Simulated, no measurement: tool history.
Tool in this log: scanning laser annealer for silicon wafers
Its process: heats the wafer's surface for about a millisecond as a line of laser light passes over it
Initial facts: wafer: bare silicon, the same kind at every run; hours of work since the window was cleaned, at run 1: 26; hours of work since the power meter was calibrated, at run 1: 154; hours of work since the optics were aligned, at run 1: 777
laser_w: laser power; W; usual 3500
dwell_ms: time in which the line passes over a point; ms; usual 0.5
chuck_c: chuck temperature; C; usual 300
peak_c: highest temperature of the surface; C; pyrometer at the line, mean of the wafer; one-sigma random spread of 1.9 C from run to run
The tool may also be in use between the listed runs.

run	day	laser_w	dwell_ms	chuck_c	hours of work since the window was cleaned	hours of work since the power meter was calibrated	hours of work since the optics were aligned	peak_c
1	0	3500	0.5	300	26	154	777	1125
2	0.762	3500	0.5	329	37	165	787	1154
3	1.488	3500	0.5	300	47	175	797	1123
4	2.588	3500	0.5	278	62	190	813	1102
5	3.825	3500	0.5	278	79	208	830	1101
6	5.046	3500	0.5	308	96	225	847	1133
7	6.204	3500	0.5	300	113	241	863	1126
8	6.796	3500	0.5	334	121	249	871	1161
9	7.729	3500	0.5	334	134	262	884	1155
10	8.829	3500	0.5	326	149	277	900	1153
11	9.938	3500	0.618	300	164	293	915	1204
12	11.125	3500	0.618	289	181	309	932	1194
13	11.883	3500	0.5	323	192	320	942	1146
14	13.012	3500	0.5	300	207	335	958	1128
15	13.654	3500	0.467	313	216	344	967	1116
16	14.6	3500	0.467	313	229	357	980	1110
17	15.258	3500	0.467	313	238	367	989	1110
18	16.5	3500	0.467	313	256	384	1006	1113
19	17.654	3840	0.609	300	272	400	1022	1301
20	18.354	3840	0.609	300	282	410	1032	1299
21	19.083	3196	0.526	306	292	420	1042	1062
22	19.65	3740	0.43	329	300	428	1050	1167
23	20.65	3023	0.369	302	313	442	1064	912
24	21.375	3017	0.369	324	324	452	1074	931
25	22.321	3664	0.5	330	337	465	1087	1201

3 options for the next run, each taken on its own from the tool as it stands now. Forecast them:
A	23.588	3409	0.5	337	354	482	1105	?
B	23.588	3500	0.5	302	354	482	1105	?
C	23.588	3176	0.5	267	354	482	1105	?

run	peak_c
A	1137
B	1123
C	1001
Without the tool's unlogged condition, the same runs would have read:
run	peak_c
A	1137
B	1123
C	1002

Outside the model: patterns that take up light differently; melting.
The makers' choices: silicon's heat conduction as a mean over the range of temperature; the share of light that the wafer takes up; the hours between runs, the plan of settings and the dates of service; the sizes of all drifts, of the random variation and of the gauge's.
